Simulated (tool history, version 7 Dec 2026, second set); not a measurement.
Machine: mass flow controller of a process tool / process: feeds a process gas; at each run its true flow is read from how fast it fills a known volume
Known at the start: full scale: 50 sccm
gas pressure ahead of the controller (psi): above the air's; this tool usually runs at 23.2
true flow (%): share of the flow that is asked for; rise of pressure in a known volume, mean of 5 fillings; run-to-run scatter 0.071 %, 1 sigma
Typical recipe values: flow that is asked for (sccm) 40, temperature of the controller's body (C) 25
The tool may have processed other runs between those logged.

run	hour	flow that is asked for (sccm)	gas pressure ahead of the controller (psi)	temperature of the controller's body (C)	true flow (%)
1	0	40	23.2	25	100.5
2	112	40	23.2	25	100.44
3	206.1	40	23.2	27	100.22
4	309.5	40	23.2	25	100.74
5	414	40	23.2	25	100.67
# hour 419.2: controller's zero set anew
6	528.8	40	20.7	27	100.69
7	577.7	5	23.2	25	104.46
8	646.2	17	23.2	25	100.96
9	713.7	17	23.2	25	100.93
10	798.4	17	23.2	25	101

Selected run-to-run steps in true flow (%), each split into two signed amounts: the part the tool would show with no hidden state at all (from settings, incoming material and random variation), and the remainder, which goes to the hidden state together with any gauge scatter not common to the measured and the hidden-state-free results:
The hidden state here: flow at rest that the sensor doesn't see, % of full scale; true flow over the shown one, %; drift of the gauge itself on true_pct, %.
Run 6 -> 7: flow that is asked for (sccm) 40 -> 5, gas pressure ahead of the controller (psi) 20.7 -> 23.2, temperature of the controller's body (C) 27 -> 25. true flow (%) +3.77: hidden state +5.01, all else -1.24.
